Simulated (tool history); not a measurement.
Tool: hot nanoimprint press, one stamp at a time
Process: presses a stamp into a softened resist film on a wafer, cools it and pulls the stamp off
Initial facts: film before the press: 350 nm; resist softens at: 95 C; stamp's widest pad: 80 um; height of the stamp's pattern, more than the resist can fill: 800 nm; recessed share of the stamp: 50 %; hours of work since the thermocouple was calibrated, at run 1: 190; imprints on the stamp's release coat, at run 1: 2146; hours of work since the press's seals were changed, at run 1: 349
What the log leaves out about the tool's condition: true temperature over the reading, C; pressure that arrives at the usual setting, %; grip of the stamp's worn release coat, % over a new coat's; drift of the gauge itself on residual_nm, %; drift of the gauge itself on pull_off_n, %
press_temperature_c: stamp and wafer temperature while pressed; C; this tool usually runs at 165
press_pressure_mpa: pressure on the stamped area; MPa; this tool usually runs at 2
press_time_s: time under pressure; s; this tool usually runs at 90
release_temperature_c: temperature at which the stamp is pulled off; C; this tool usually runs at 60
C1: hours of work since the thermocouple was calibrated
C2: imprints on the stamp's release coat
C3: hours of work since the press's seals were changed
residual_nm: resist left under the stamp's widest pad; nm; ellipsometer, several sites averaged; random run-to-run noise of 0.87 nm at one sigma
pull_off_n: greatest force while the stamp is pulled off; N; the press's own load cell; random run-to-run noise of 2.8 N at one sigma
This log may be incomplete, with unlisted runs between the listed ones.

Run 1, hour 0: usual settings; C1 190; C2 2146; C3 349. Result: residual_nm 145.1 nm, pull_off_n 192 N.
Run 2, hour 28.2: usual settings; C1 204; C2 2208; C3 364. Result: residual_nm 146.3 nm, pull_off_n 191 N.
At hour 49.9: stamp cleaned and given a new release coat.
Run 3, hour 61.4: usual settings but press_pressure_mpa 3.13 MPa; C1 218; C2 25; C3 378. Result: residual_nm 112.8 nm, pull_off_n 129 N.
Run 4, hour 90.5: usual settings but press_pressure_mpa 3.13 MPa; C1 233; C2 89; C3 392. Result: residual_nm 113.9 nm, pull_off_n 137 N.
Run 5, hour 116.1: usual settings but press_time_s 113 s; C1 246; C2 145; C3 406. Result: residual_nm 132.9 nm, pull_off_n 133 N.
Run 6, hour 145.2: usual settings; C1 261; C2 209; C3 421. Result: residual_nm 145.4 nm, pull_off_n 135 N.
Run 7, hour 165: usual settings but release_temperature_c 54 C; C1 271; C2 253; C3 431. Result: residual_nm 147.9 nm, pull_off_n 146 N.
Run 8, hour 195.1: usual settings; C1 286; C2 319; C3 446. Result: residual_nm 148.2 nm, pull_off_n 147 N.
Run 9, hour 227.4: usual settings; C1 303; C2 390; C3 463. Result: residual_nm 148.8 nm, pull_off_n 142 N.
Run 10, hour 245.9: usual settings; C1 312; C2 431; C3 472. Result: residual_nm 147.7 nm, pull_off_n 142 N.
Run 11, hour 270.5: usual settings; C1 325; C2 485; C3 485. Result: residual_nm 148.1 nm, pull_off_n 143 N.
At hour 297.1: plate thermocouple calibrated.
Run 12, hour 310.2: usual settings; C1 7; C2 565; C3 503. Result: residual_nm 141.7 nm, pull_off_n 142 N.
Run 13, hour 348.7: usual settings; C1 26; C2 650; C3 523. Result: residual_nm 141 nm, pull_off_n 147 N.
Run 14, hour 386.6: usual settings; C1 46; C2 733; C3 543. Result: residual_nm 141.7 nm, pull_off_n 147 N.
Run 15, hour 412.5: usual settings but press_pressure_mpa 2.07 MPa; C1 59; C2 790; C3 556. Result: residual_nm 139.3 nm, pull_off_n 150 N.
Run 16, hour 431: usual settings but press_temperature_c 168 C, press_pressure_mpa 2.07 MPa, release_temperature_c 67 C; C1 69; C2 831; C3 565. Result: residual_nm 126.7 nm, pull_off_n 137 N.
Run 17, hour 476: usual settings but press_temperature_c 168 C, press_pressure_mpa 2.07 MPa, release_temperature_c 67 C; C1 92; C2 930; C3 588. Result: residual_nm 125.9 nm, pull_off_n 142 N.
Run 18, hour 501.4: usual settings but press_temperature_c 168 C, press_pressure_mpa 2.07 MPa, release_temperature_c 67 C; C1 105; C2 986; C3 601. Result: residual_nm 125.5 nm, pull_off_n 145 N.
Run 19, hour 531.4: usual settings but press_temperature_c 157 C, press_pressure_mpa 1.49 MPa, press_time_s 80 s, release_temperature_c 67 C; C1 120; C2 1052; C3 617. Result: residual_nm 234.3 nm, pull_off_n 143 N.
Run 20, hour 552.3: usual settings but press_temperature_c 162 C, release_temperature_c 45 C; C1 131; C2 1097; C3 627. Result: residual_nm 162.8 nm, pull_off_n 191 N.
Run 21, hour 597.3: usual settings but press_temperature_c 169 C, press_time_s 97 s, release_temperature_c 47 C; C1 154; C2 1196; C3 650. Result: residual_nm 121.6 nm, pull_off_n 191 N.
Run 22, hour 636.4: usual settings but press_temperature_c 169 C, press_time_s 97 s, release_temperature_c 47 C; C1 174; C2 1282; C3 671. Result: residual_nm 122.1 nm, pull_off_n 195 N.
Run 23, hour 666.6: usual settings but press_time_s 145 s, release_temperature_c 50 C; C1 189; C2 1349; C3 686. Result: residual_nm 123.9 nm, pull_off_n 186 N.
Run 24, hour 704.9: usual settings but press_temperature_c 170 C, press_pressure_mpa 3.08 MPa, press_time_s 60 s; C1 209; C2 1433; C3 706. Result: residual_nm 109.8 nm, pull_off_n 173 N.
Run 25, hour 731.6: usual settings but press_temperature_c 158 C, press_time_s 68 s, release_temperature_c 59 C; C1 223; C2 1491; C3 719. Result: residual_nm 211.9 nm, pull_off_n 174 N.
Run 26, hour 750.3: usual settings but press_temperature_c 158 C, press_time_s 68 s, release_temperature_c 59 C; C1 232; C2 1533; C3 729. Result: residual_nm 210.8 nm, pull_off_n 173 N.
Run 27, hour 772.7: usual settings but press_temperature_c 159 C, press_pressure_mpa 1.97 MPa, press_time_s 57 s, release_temperature_c 59 C; C1 244; C2 1582; C3 740. Result: residual_nm 214.8 nm, pull_off_n 168 N.
Run 28, hour 801.1: usual settings but press_temperature_c 159 C, press_pressure_mpa 1.97 MPa, press_time_s 57 s, release_temperature_c 59 C; C1 258; C2 1644; C3 755. Result: residual_nm 215.7 nm, pull_off_n 175 N.
Run 29, hour 819.6: usual settings but press_temperature_c 173 C, press_pressure_mpa 2.85 MPa, press_time_s 57 s, release_temperature_c 59 C; C1 268; C2 1685; C3 764. Result: residual_nm 106.9 nm, pull_off_n 183 N.
Run 30, hour 838: usual settings but press_temperature_c 175 C, press_pressure_mpa 2.85 MPa, press_time_s 136 s, release_temperature_c 59 C; C1 277; C2 1725; C3 774. Result: residual_nm 71.7 nm, pull_off_n 184 N.

Each run again, without the hidden state but with its own random variation kept:
run  residual_nm  pull_off_n
  1        138.8         132
  2        139.5         131
  3        106.1         127
  4        106.7         133
  5        125.5         127
  6        137.1         127
  7        139.2         137
  8          139         136
  9          139         129
 10        137.7         128
 11        137.8         128
 12        138.4         128
 13        137.2         130
 14        137.2         128
 15        134.4         129
 16          122         117
 17        120.5         119
 18        119.8         120
 19        226.3         117
 20        154.8         155
 21          115         153
 22        114.9         153
 23          116         144
 24          101         133
 25        198.8         132
 26        197.4         131
 27        201.2         126
 28        201.5         130
 29         97.5         134
 30         65.1         134
